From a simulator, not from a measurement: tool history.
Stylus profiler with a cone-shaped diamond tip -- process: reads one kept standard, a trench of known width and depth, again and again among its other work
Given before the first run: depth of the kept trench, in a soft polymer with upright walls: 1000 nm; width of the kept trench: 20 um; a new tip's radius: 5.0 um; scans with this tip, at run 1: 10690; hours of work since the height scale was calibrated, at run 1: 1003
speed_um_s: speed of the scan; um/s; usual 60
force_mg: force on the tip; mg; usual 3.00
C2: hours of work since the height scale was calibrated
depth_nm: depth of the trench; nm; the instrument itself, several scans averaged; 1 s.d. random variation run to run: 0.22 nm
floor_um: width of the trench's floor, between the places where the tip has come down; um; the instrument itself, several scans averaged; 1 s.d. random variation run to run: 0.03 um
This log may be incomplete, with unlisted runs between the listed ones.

run 1 day=0.000 | speed_um_s=60 force_mg=3.00 | scans_with_this_tip=10690 C2=1003 | depth_nm=1015.77 floor_um=13.65
run 2 day=1.892 | speed_um_s=60 force_mg=1.90 | scans_with_this_tip=10970 C2=1029 | depth_nm=1011.62 floor_um=13.54
run 3 day=4.700 | speed_um_s=60 force_mg=3.00 | scans_with_this_tip=11386 C2=1068 | depth_nm=1016.05 floor_um=13.63
run 4 day=7.700 | speed_um_s=60 force_mg=3.00 | scans_with_this_tip=11831 C2=1110 | depth_nm=1015.91 floor_um=13.63
run 5 day=10.712 | speed_um_s=60 force_mg=3.00 | scans_with_this_tip=12276 C2=1152 | depth_nm=1015.70 floor_um=13.60
run 6 day=12.188 | speed_um_s=76 force_mg=3.00 | scans_with_this_tip=12495 C2=1172 | depth_nm=1015.69 floor_um=13.54
run 7 day=14.867 | speed_um_s=24 force_mg=3.00 | scans_with_this_tip=12892 C2=1209 | depth_nm=1015.16 floor_um=13.89
run 8 day=17.567 | speed_um_s=24 force_mg=3.00 | scans_with_this_tip=13291 C2=1247 | depth_nm=1015.83 floor_um=13.80
run 9 day=19.804 | speed_um_s=60 force_mg=3.00 | scans_with_this_tip=13623 C2=1278 | depth_nm=1015.72 floor_um=13.64
run 10 day=22.154 | speed_um_s=60 force_mg=3.00 | scans_with_this_tip=13971 C2=1311 | depth_nm=1016.12 floor_um=13.63
run 11 day=23.854 | speed_um_s=60 force_mg=3.00 | scans_with_this_tip=14222 C2=1334 | depth_nm=1016.16 floor_um=13.61
run 12 day=25.492 | speed_um_s=60 force_mg=3.00 | scans_with_this_tip=14464 C2=1357 | depth_nm=1016.22 floor_um=13.67
run 13 day=27.658 | speed_um_s=60 force_mg=3.00 | scans_with_this_tip=14785 C2=1387 | depth_nm=1015.67 floor_um=13.63
run 14 day=29.392 | speed_um_s=60 force_mg=1.65 | scans_with_this_tip=15042 C2=1411 | depth_nm=1010.44 floor_um=13.50
run 15 day=31.262 | speed_um_s=60 force_mg=1.65 | scans_with_this_tip=15319 C2=1437 | depth_nm=1010.93 floor_um=13.54
run 16 day=32.617 | speed_um_s=60 force_mg=1.65 | scans_with_this_tip=15519 C2=1456 | depth_nm=1010.46 floor_um=13.48
-- day=33.871 height scale calibrated on a step standard
run 17 day=35.108 | speed_um_s=60 force_mg=3.00 | scans_with_this_tip=15885 C2=17 | depth_nm=1016.11 floor_um=13.68
run 18 day=37.742 | speed_um_s=60 force_mg=3.00 | scans_with_this_tip=16275 C2=54 | depth_nm=1015.43 floor_um=13.63
run 19 day=39.562 | speed_um_s=60 force_mg=5.96 | scans_with_this_tip=16545 C2=79 | depth_nm=1025.07 floor_um=13.78
run 20 day=41.542 | speed_um_s=60 force_mg=5.96 | scans_with_this_tip=16837 C2=107 | depth_nm=1025.09 floor_um=13.74
run 21 day=43.108 | speed_um_s=60 force_mg=5.96 | scans_with_this_tip=17070 C2=128 | depth_nm=1025.18 floor_um=13.71
run 22 day=44.833 | speed_um_s=60 force_mg=3.00 | scans_with_this_tip=17325 C2=152 | depth_nm=1015.65 floor_um=13.62
run 23 day=47.238 | speed_um_s=60 force_mg=3.00 | scans_with_this_tip=17681 C2=186 | depth_nm=1015.92 floor_um=13.63
run 24 day=48.533 | speed_um_s=60 force_mg=3.00 | scans_with_this_tip=17872 C2=204 | depth_nm=1016.02 floor_um=13.60
run 25 day=50.542 | speed_um_s=60 force_mg=3.00 | scans_with_this_tip=18170 C2=231 | depth_nm=1015.61 floor_um=13.63
run 26 day=53.488 | speed_um_s=67 force_mg=6.07 | scans_with_this_tip=18606 C2=272 | depth_nm=1025.30 floor_um=13.74
run 27 day=56.346 | speed_um_s=67 force_mg=6.07 | scans_with_this_tip=19029 C2=312 | depth_nm=1025.37 floor_um=13.68
run 28 day=57.925 | speed_um_s=67 force_mg=6.07 | scans_with_this_tip=19263 C2=334 | depth_nm=1025.49 floor_um=13.70
run 29 day=60.021 | speed_um_s=60 force_mg=2.15 | scans_with_this_tip=19573 C2=363 | depth_nm=1012.58 floor_um=13.53
run 30 day=61.550 | speed_um_s=45 force_mg=1.88 | scans_with_this_tip=19800 C2=384 | depth_nm=1011.58 floor_um=13.63
run 31 day=62.971 | speed_um_s=45 force_mg=1.88 | scans_with_this_tip=20010 C2=404 | depth_nm=1011.46 floor_um=13.62
run 32 day=65.000 | speed_um_s=53 force_mg=1.26 | scans_with_this_tip=20310 C2=432 | depth_nm=1008.78 floor_um=13.55
run 33 day=67.683 | speed_um_s=122 force_mg=6.58 | scans_with_this_tip=20708 C2=470 | depth_nm=1026.75 floor_um=13.49
run 34 day=70.167 | speed_um_s=118 force_mg=4.60 | scans_with_this_tip=21076 C2=504 | depth_nm=1020.95 floor_um=13.40
run 35 day=73.117 | speed_um_s=51 force_mg=5.60 | scans_with_this_tip=21512 C2=545 | depth_nm=1024.24 floor_um=13.75
run 36 day=74.846 | speed_um_s=25 force_mg=1.64 | scans_with_this_tip=21768 C2=569 | depth_nm=1010.72 floor_um=13.79
run 37 day=77.133 | speed_um_s=25 force_mg=1.64 | scans_with_this_tip=22107 C2=601 | depth_nm=1010.40 floor_um=13.76
run 38 day=79.992 | speed_um_s=25 force_mg=1.64 | scans_with_this_tip=22530 C2=641 | depth_nm=1010.73 floor_um=13.78
run 39 day=83.167 | speed_um_s=59 force_mg=5.95 | scans_with_this_tip=23000 C2=685 | depth_nm=1025.24 floor_um=13.74
run 40 day=85.838 | speed_um_s=47 force_mg=1.96 | scans_with_this_tip=23395 C2=722 | depth_nm=1011.72 floor_um=13.66
run 41 day=88.642 | speed_um_s=47 force_mg=1.96 | scans_with_this_tip=23811 C2=761 | depth_nm=1011.60 floor_um=13.64
run 42 day=91.500 | speed_um_s=21 force_mg=1.92 | scans_with_this_tip=24234 C2=800 | depth_nm=1011.81 floor_um=13.81
run 43 day=93.621 | speed_um_s=21 force_mg=1.92 | scans_with_this_tip=24548 C2=830 | depth_nm=1011.66 floor_um=13.80
run 44 day=96.608 | speed_um_s=51 force_mg=1.18 | scans_with_this_tip=24990 C2=871 | depth_nm=1008.66 floor_um=13.52
run 45 day=98.950 | speed_um_s=51 force_mg=1.18 | scans_with_this_tip=25337 C2=904 | depth_nm=1008.13 floor_um=13.47
run 46 day=100.888 | speed_um_s=20 force_mg=4.05 | scans_with_this_tip=25623 C2=931 | depth_nm=1019.40 floor_um=13.87

Across each entry between runs, compare the hidden state at the last listed run before it with the hidden state at the first listed run after it:
Runs 16 to 17: height scale calibrated on a step standard (day 33.871)
  height scale over the true one, %: -0.001 -> 0

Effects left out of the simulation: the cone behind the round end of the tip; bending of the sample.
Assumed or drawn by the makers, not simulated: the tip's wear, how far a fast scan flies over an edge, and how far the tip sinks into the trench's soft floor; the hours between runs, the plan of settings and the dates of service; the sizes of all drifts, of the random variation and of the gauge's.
